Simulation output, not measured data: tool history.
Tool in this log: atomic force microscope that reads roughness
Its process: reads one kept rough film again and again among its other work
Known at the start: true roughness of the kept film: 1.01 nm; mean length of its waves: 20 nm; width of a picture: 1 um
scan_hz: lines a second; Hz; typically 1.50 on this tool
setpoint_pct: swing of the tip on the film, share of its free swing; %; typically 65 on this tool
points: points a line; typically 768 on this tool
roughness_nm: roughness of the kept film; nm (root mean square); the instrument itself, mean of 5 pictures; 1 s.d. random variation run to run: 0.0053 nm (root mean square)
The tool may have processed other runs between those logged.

run,hour,scan_hz,setpoint_pct,points,roughness_nm
1,0.0,1.50,65,768,0.702
2,7.0,1.50,65,768,0.682
3,15.1,1.50,65,768,0.675
4,27.1,1.50,65,604,0.667
5,38.6,1.50,65,604,0.660
# hour 47.5: new tip fitted
6,51.9,1.50,65,609,0.839
7,58.4,1.50,65,609,0.810
8,66.1,1.19,65,768,0.825
# hour 67.8: height scale calibrated on a step standard
9,82.0,1.50,65,768,0.795
10,89.8,3.64,65,768,0.716
11,96.4,3.64,65,768,0.707
12,103.4,3.64,65,768,0.710
13,109.8,2.66,65,768,0.725
14,116.0,2.66,65,768,0.715
15,126.4,1.12,64,672,0.734
# hour 135.9: height scale calibrated on a step standard, once more
16,139.0,1.12,64,672,0.730
17,150.3,1.31,64,672,0.710
18,160.5,1.31,64,672,0.707
19,170.8,1.80,63,264,0.662
20,177.1,1.80,66,602,0.671
21,184.1,0.93,65,319,0.668
# hour 189.4: new tip fitted
22,192.0,0.93,65,319,0.854
23,204.9,0.73,59,768,0.874
24,215.5,1.95,65,768,0.798
25,230.8,1.95,65,768,0.776
26,239.3,1.95,56,858,0.787
27,246.1,1.50,68,768,0.750

Some steps in roughness_nm, run to run, broken into two amounts with sign: the step expected even without the hidden condition (settings, incoming material, random variation), and the rest, left for the hidden condition together with whatever gauge scatter is not in both the measured and the hidden-condition-free result:
What the log doesn't record here: radius of the tip, nm; height scale over the true one, %; drift of the gauge itself on roughness_nm, %.
Run 5 -> 6: points 604 -> 609, new tip fitted. roughness_nm +0.179 nm (root mean square): hidden state +0.184, all else -0.005.
Run 21 -> 22: new tip fitted. roughness_nm +0.186 nm (root mean square): hidden state +0.188, all else -0.002.

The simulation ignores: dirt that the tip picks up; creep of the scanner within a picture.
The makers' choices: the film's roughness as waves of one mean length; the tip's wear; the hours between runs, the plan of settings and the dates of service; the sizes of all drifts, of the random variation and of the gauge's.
